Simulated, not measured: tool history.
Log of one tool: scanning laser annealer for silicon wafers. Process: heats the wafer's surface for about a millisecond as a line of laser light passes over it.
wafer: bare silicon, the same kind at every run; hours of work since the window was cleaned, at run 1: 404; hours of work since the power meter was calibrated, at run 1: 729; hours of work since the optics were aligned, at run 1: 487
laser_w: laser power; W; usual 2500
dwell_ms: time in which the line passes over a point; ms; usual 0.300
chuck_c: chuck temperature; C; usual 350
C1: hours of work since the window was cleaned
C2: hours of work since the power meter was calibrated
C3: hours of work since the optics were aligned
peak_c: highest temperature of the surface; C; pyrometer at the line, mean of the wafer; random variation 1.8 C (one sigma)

run 1 hour=0.0 | laser_w=2500 dwell_ms=0.300 chuck_c=350 | C1=404 C2=729 C3=487 | peak_c=1043
run 2 hour=24.5 | laser_w=2500 dwell_ms=0.300 chuck_c=350 | C1=420 C2=745 C3=503 | peak_c=1038
run 3 hour=61.8 | laser_w=2500 dwell_ms=0.300 chuck_c=350 | C1=444 C2=769 C3=526 | peak_c=1040
run 4 hour=85.2 | laser_w=2500 dwell_ms=0.300 chuck_c=350 | C1=459 C2=783 C3=541 | peak_c=1038
run 5 hour=109.9 | laser_w=2500 dwell_ms=0.300 chuck_c=350 | C1=474 C2=799 C3=557 | peak_c=1040
run 6 hour=144.6 | laser_w=2500 dwell_ms=0.300 chuck_c=350 | C1=496 C2=821 C3=579 | peak_c=1037
run 7 hour=163.0 | laser_w=2500 dwell_ms=0.300 chuck_c=350 | C1=508 C2=833 C3=591 | peak_c=1038
run 8 hour=189.5 | laser_w=2500 dwell_ms=0.300 chuck_c=350 | C1=525 C2=850 C3=607 | peak_c=1038
run 9 hour=210.2 | laser_w=2638 dwell_ms=0.300 chuck_c=350 | C1=538 C2=863 C3=621 | peak_c=1075
run 10 hour=236.6 | laser_w=2638 dwell_ms=0.300 chuck_c=350 | C1=555 C2=880 C3=637 | peak_c=1070
run 11 hour=268.8 | laser_w=2638 dwell_ms=0.300 chuck_c=350 | C1=575 C2=900 C3=658 | peak_c=1073
run 12 hour=285.4 | laser_w=2638 dwell_ms=0.300 chuck_c=350 | C1=586 C2=911 C3=668 | peak_c=1072
run 13 hour=307.9 | laser_w=2638 dwell_ms=0.300 chuck_c=350 | C1=600 C2=925 C3=683 | peak_c=1067
run 14 hour=341.5 | laser_w=2500 dwell_ms=0.300 chuck_c=368 | C1=621 C2=946 C3=704 | peak_c=1052
run 15 hour=367.2 | laser_w=2500 dwell_ms=0.300 chuck_c=318 | C1=638 C2=963 C3=720 | peak_c=1000
run 16 hour=398.8 | laser_w=2500 dwell_ms=0.300 chuck_c=318 | C1=658 C2=983 C3=740 | peak_c=1000
run 17 hour=421.7 | laser_w=2500 dwell_ms=0.359 chuck_c=350 | C1=672 C2=997 C3=755 | peak_c=1101
run 18 hour=449.0 | laser_w=2500 dwell_ms=0.300 chuck_c=350 | C1=690 C2=1014 C3=772 | peak_c=1027
run 19 hour=478.1 | laser_w=2500 dwell_ms=0.251 chuck_c=350 | C1=708 C2=1033 C3=791 | peak_c=966
run 20 hour=514.0 | laser_w=2500 dwell_ms=0.300 chuck_c=350 | C1=731 C2=1056 C3=814 | peak_c=1029
-- hour=535.4 optics aligned, line set to its width
run 21 hour=536.5 | laser_w=2500 dwell_ms=0.300 chuck_c=350 | C1=742 C2=1067 C3=1 | peak_c=1031
run 22 hour=573.9 | laser_w=2500 dwell_ms=0.295 chuck_c=377 | C1=766 C2=1091 C3=24 | peak_c=1051
run 23 hour=610.8 | laser_w=2500 dwell_ms=0.218 chuck_c=355 | C1=789 C2=1114 C3=48 | peak_c=923
run 24 hour=648.9 | laser_w=2500 dwell_ms=0.248 chuck_c=350 | C1=813 C2=1138 C3=72 | peak_c=957
run 25 hour=681.4 | laser_w=2194 dwell_ms=0.226 chuck_c=315 | C1=834 C2=1159 C3=93 | peak_c=822
run 26 hour=702.7 | laser_w=2194 dwell_ms=0.226 chuck_c=315 | C1=848 C2=1172 C3=106 | peak_c=826
run 27 hour=725.0 | laser_w=2395 dwell_ms=0.376 chuck_c=382 | C1=862 C2=1187 C3=120 | peak_c=1119
run 28 hour=742.2 | laser_w=2229 dwell_ms=0.300 chuck_c=350 | C1=873 C2=1198 C3=131 | peak_c=956
run 29 hour=765.6 | laser_w=2229 dwell_ms=0.300 chuck_c=350 | C1=888 C2=1212 C3=146 | peak_c=950
run 30 hour=800.4 | laser_w=2229 dwell_ms=0.300 chuck_c=350 | C1=910 C2=1235 C3=168 | peak_c=952
-- hour=818.4 window over the wafer cleaned
run 31 hour=827.0 | laser_w=2496 dwell_ms=0.300 chuck_c=353 | C1=5 C2=1250 C3=184 | peak_c=1055
run 32 hour=865.1 | laser_w=2500 dwell_ms=0.300 chuck_c=357 | C1=30 C2=1274 C3=208 | peak_c=1060
run 33 hour=886.1 | laser_w=2500 dwell_ms=0.300 chuck_c=357 | C1=43 C2=1288 C3=221 | peak_c=1059
run 34 hour=920.2 | laser_w=2395 dwell_ms=0.232 chuck_c=319 | C1=65 C2=1309 C3=243 | peak_c=905
run 35 hour=941.8 | laser_w=2395 dwell_ms=0.232 chuck_c=319 | C1=78 C2=1323 C3=257 | peak_c=900
run 36 hour=972.9 | laser_w=2305 dwell_ms=0.257 chuck_c=373 | C1=98 C2=1343 C3=277 | peak_c=964
run 37 hour=1000.7 | laser_w=2305 dwell_ms=0.257 chuck_c=373 | C1=116 C2=1360 C3=294 | peak_c=965
run 38 hour=1029.2 | laser_w=2500 dwell_ms=0.286 chuck_c=350 | C1=134 C2=1379 C3=312 | peak_c=1029
run 39 hour=1067.4 | laser_w=2500 dwell_ms=0.286 chuck_c=350 | C1=158 C2=1403 C3=337 | peak_c=1028
run 40 hour=1096.4 | laser_w=2523 dwell_ms=0.285 chuck_c=321 | C1=177 C2=1421 C3=355 | peak_c=1008

3 ways to go on from here, each from the tool as it stands after run 40. What would each give?
run A hour=1125.0 | laser_w=2396 dwell_ms=0.263 chuck_c=350 | C1=195 C2=1439 C3=373 | peak_c=?
run B hour=1125.0 | laser_w=2556 dwell_ms=0.338 chuck_c=380 | C1=195 C2=1439 C3=373 | peak_c=?
run C hour=1125.0 | laser_w=2500 dwell_ms=0.334 chuck_c=350 | C1=195 C2=1439 C3=373 | peak_c=?

run=A peak_c=971
run=B peak_c=1139
run=C peak_c=1089
Without the tool's hidden state the same runs would have given:
run=A peak_c=984
run=B peak_c=1155
run=C peak_c=1105
